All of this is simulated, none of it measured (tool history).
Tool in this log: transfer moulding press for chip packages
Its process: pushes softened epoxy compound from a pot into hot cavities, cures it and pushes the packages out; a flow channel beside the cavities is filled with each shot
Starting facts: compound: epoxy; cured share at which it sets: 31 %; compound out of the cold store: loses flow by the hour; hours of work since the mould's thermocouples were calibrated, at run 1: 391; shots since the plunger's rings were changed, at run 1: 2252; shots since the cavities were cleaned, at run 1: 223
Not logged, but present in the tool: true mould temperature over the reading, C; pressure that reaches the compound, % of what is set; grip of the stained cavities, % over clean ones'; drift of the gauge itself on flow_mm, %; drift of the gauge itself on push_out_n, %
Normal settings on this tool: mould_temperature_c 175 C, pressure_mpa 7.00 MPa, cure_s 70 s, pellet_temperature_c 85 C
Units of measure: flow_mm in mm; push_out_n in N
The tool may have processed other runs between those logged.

| run | hour | mould_temperature_c | pressure_mpa | cure_s | pellet_temperature_c | hours of work since the mould's thermocouples were calibrated | shots since the plunger's rings were changed | shots since the cavities were cleaned | incoming compound's hours out of the cold store | flow_mm | push_out_n |
|---|---|---|---|---|---|---|---|---|---|---|---|
| 1 | 0.0 | 175 | 7.00 | 70 | 85 | 391 | 2252 | 223 | 37.0 | 846 | 496 |
| 2 | 11.8 | 175 | 7.00 | 70 | 85 | 401 | 2448 | 419 | 38.6 | 863 | 588 |
| 3 | 21.9 | 175 | 7.00 | 70 | 85 | 409 | 2617 | 588 | 43.9 | 835 | 622 |
| 4 | 35.4 | 175 | 7.00 | 70 | 85 | 419 | 2840 | 811 | 29.9 | 888 | 664 |
|  | 37.6 | cavities cleaned with cleaning compound and waxed |
| 5 | 53.0 | 175 | 7.00 | 70 | 85 | 432 | 3108 | 255 | 11.9 | 946 | 518 |
| 6 | 62.8 | 175 | 7.00 | 70 | 85 | 439 | 3272 | 419 | 34.5 | 865 | 540 |
| 7 | 80.3 | 175 | 7.00 | 70 | 85 | 453 | 3564 | 711 | 32.0 | 863 | 651 |
|  | 88.9 | cavities cleaned with cleaning compound and waxed |
| 8 | 92.1 | 177 | 7.00 | 70 | 85 | 461 | 3735 | 53 | 17.2 | 906 | 385 |
| 9 | 108.7 | 177 | 7.00 | 70 | 85 | 474 | 4012 | 330 | 27.1 | 875 | 486 |
| 10 | 120.7 | 177 | 7.00 | 70 | 85 | 484 | 4210 | 528 | 28.3 | 861 | 530 |
| 11 | 130.0 | 175 | 7.00 | 70 | 87 | 491 | 4366 | 684 | 10.8 | 940 | 647 |
|  | 133.6 | plunger's sealing rings changed |
|  | 141.7 | cavities cleaned with cleaning compound and waxed |
| 12 | 148.7 | 175 | 7.00 | 70 | 87 | 502 | 228 | 117 | 33.0 | 911 | 421 |
| 13 | 159.2 | 175 | 7.00 | 70 | 88 | 511 | 402 | 291 | 24.4 | 944 | 523 |
| 14 | 175.5 | 175 | 7.00 | 70 | 88 | 523 | 674 | 563 | 28.8 | 926 | 577 |
| 15 | 186.8 | 173 | 7.00 | 70 | 88 | 532 | 862 | 751 | 12.7 | 983 | 752 |
|  | 192.2 | cavities cleaned with cleaning compound and waxed |
| 16 | 200.5 | 182 | 8.79 | 84 | 93 | 542 | 1065 | 138 | 41.7 | 938 | 361 |
| 17 | 212.9 | 182 | 8.79 | 84 | 93 | 551 | 1271 | 344 | 42.4 | 930 | 416 |
| 18 | 230.4 | 182 | 8.79 | 84 | 93 | 565 | 1562 | 635 | 29.8 | 993 | 491 |
|  | 242.5 | cavities cleaned with cleaning compound and waxed |
| 19 | 244.6 | 181 | 5.79 | 60 | 85 | 575 | 1774 | 34 | 36.6 | 783 | 371 |
| 20 | 256.4 | 181 | 5.79 | 60 | 85 | 584 | 1970 | 230 | 24.8 | 807 | 456 |
| 21 | 264.2 | 181 | 5.79 | 60 | 85 | 590 | 2100 | 360 | 30.1 | 795 | 511 |
| 22 | 277.0 | 175 | 5.26 | 70 | 85 | 600 | 2313 | 573 | 40.4 | 744 | 584 |
| 23 | 287.1 | 175 | 5.26 | 70 | 85 | 608 | 2482 | 742 | 32.7 | 759 | 608 |
|  | 293.3 | cavities cleaned with cleaning compound and waxed |
| 24 | 298.6 | 178 | 5.26 | 70 | 85 | 616 | 2647 | 87 | 23.3 | 781 | 392 |
| 25 | 309.0 | 178 | 5.26 | 70 | 85 | 624 | 2821 | 261 | 43.2 | 712 | 456 |
| 26 | 321.4 | 182 | 7.47 | 50 | 78 | 634 | 3028 | 468 | 18.4 | 923 | 770 |
| 27 | 329.5 | 175 | 7.00 | 70 | 77 | 640 | 3162 | 602 | 14.3 | 939 | 628 |
| 28 | 342.0 | 175 | 5.79 | 70 | 85 | 650 | 3370 | 810 | 19.7 | 840 | 667 |

Predict each of these 3 candidate next runs independently; none follows another, all start after run 28:
|  | 344.7 | cavities cleaned with cleaning compound and waxed |
| A | 354.6 | 175 | 5.31 | 70 | 85 | 659 | 3555 | 165 | 28.8 | ? | ? |
|  | 344.7 | cavities cleaned with cleaning compound and waxed |
| B | 354.6 | 175 | 7.13 | 70 | 90 | 659 | 3555 | 165 | 33.1 | ? | ? |
|  | 344.7 | cavities cleaned with cleaning compound and waxed |
| C | 354.6 | 179 | 5.79 | 70 | 89 | 659 | 3555 | 165 | 31.0 | ? | ? |

| run | flow_mm | push_out_n |
|---|---|---|
| A | 758 | 459 |
| B | 878 | 449 |
| C | 777 | 386 |
Take away the tool's hidden state, keep each run's random variation, and the runs would have read:
| run | flow_mm | push_out_n |
|---|---|---|
| A | 803 | 382 |
| B | 930 | 370 |
| C | 823 | 312 |
